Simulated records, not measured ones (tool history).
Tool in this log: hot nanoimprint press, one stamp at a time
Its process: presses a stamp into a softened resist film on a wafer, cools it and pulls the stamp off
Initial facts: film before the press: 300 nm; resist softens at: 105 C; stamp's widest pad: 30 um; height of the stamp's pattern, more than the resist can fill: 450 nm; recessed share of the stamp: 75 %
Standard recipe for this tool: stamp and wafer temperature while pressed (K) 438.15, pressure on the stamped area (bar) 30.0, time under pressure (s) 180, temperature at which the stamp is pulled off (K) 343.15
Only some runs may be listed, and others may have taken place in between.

| run | hour | stamp and wafer temperature while pressed (K) | pressure on the stamped area (bar) | time under pressure (s) | temperature at which the stamp is pulled off (K) | resist left under the stamp's widest pad (Å) | greatest force while the stamp is pulled off (N) |
|---|---|---|---|---|---|---|---|
| 1 | 0.0 | 438.15 | 30.0 | 180 | 343.15 | 1814 | 182 |
| 2 | 23.0 | 438.15 | 26.7 | 180 | 343.15 | 1884 | 184 |
| 3 | 44.4 | 438.15 | 37.3 | 180 | 343.15 | 1672 | 189 |
| 4 | 74.0 | 438.15 | 37.3 | 180 | 343.15 | 1668 | 192 |
| 5 | 93.5 | 438.15 | 20.7 | 180 | 343.15 | 2068 | 188 |
| 6 | 122.0 | 438.15 | 20.7 | 180 | 343.15 | 2090 | 201 |
| 7 | 138.9 | 438.15 | 20.7 | 180 | 333.15 | 2071 | 230 |
| 8 | 168.2 | 438.15 | 20.7 | 180 | 333.15 | 2082 | 231 |
|  | 178.8 | press's hydraulic seals changed and the load cell set to zero |
| 9 | 197.2 | 438.15 | 20.7 | 180 | 333.15 | 2055 | 238 |
| 10 | 215.4 | 438.15 | 20.7 | 180 | 333.15 | 2052 | 243 |
|  | 228.4 | stamp cleaned and given a new release coat |
| 11 | 240.8 | 427.15 | 30.0 | 180 | 343.15 | 2626 | 175 |
| 12 | 260.8 | 439.15 | 30.0 | 180 | 343.15 | 1740 | 178 |
| 13 | 275.6 | 439.15 | 30.0 | 180 | 343.15 | 1738 | 185 |
| 14 | 291.2 | 439.15 | 30.0 | 104 | 343.15 | 2055 | 191 |
| 15 | 305.5 | 439.15 | 30.0 | 104 | 343.15 | 2026 | 185 |
| 16 | 329.5 | 434.15 | 30.0 | 104 | 347.15 | 2426 | 179 |
| 17 | 346.2 | 434.15 | 30.0 | 104 | 347.15 | 2409 | 189 |
| 18 | 373.3 | 434.15 | 30.0 | 144 | 347.15 | 2296 | 184 |
| 19 | 401.6 | 438.15 | 40.7 | 126 | 343.15 | 1842 | 206 |
| 20 | 420.9 | 438.15 | 30.0 | 99 | 343.15 | 2158 | 210 |
| 21 | 449.9 | 438.15 | 30.0 | 99 | 343.15 | 2178 | 218 |
| 22 | 465.6 | 438.15 | 29.9 | 103 | 343.15 | 2150 | 210 |
|  | 480.5 | stamp cleaned and given a new release coat |
| 23 | 501.7 | 438.15 | 30.0 | 99 | 341.15 | 2192 | 189 |
| 24 | 515.6 | 438.15 | 30.0 | 99 | 341.15 | 2181 | 184 |
| 25 | 539.1 | 438.15 | 30.0 | 99 | 341.15 | 2167 | 183 |
| 26 | 556.4 | 438.15 | 30.0 | 99 | 341.15 | 2196 | 191 |
| 27 | 570.2 | 438.15 | 30.0 | 99 | 341.15 | 2182 | 192 |
| 28 | 599.6 | 438.15 | 30.0 | 99 | 341.15 | 2187 | 197 |
| 29 | 626.5 | 438.15 | 30.0 | 99 | 337.15 | 2210 | 214 |
| 30 | 644.6 | 438.15 | 30.0 | 99 | 337.15 | 2213 | 214 |

Measured less the same run without the tool's hidden state. The same run-to-run variation is in both; the gauge's scatter may not be:
Unlogged tool condition in this case: true temperature over the reading, C; pressure that arrives at the usual setting, %; grip of the stamp's worn release coat, % over a new coat's; drift of the gauge itself on residual_nm, %; drift of the gauge itself on pull_off_n, %.
| run | resist left under the stamp's widest pad (Å) | greatest force while the stamp is pulled off (N) |
|---|---|---|
| 1 | +20 | +5 |
| 2 | +21 | +9 |
| 3 | +37 | +12 |
| 4 | +43 | +17 |
| 5 | +27 | +20 |
| 6 | +32 | +26 |
| 7 | +35 | +32 |
| 8 | +41 | +37 |
| 9 | +21 | +42 |
| 10 | +25 | +45 |
| 11 | +19 | +2 |
| 12 | +35 | +6 |
| 13 | +38 | +9 |
| 14 | +41 | +12 |
| 15 | +43 | +14 |
| 16 | +40 | +17 |
| 17 | +43 | +20 |
| 18 | +54 | +23 |
| 19 | +71 | +30 |
| 20 | +64 | +34 |
| 21 | +70 | +40 |
| 22 | +73 | +41 |
| 23 | +79 | +5 |
| 24 | +82 | +7 |
| 25 | +85 | +11 |
| 26 | +90 | +15 |
| 27 | +92 | +17 |
| 28 | +98 | +22 |
| 29 | +103 | +29 |
| 30 | +107 | +31 |
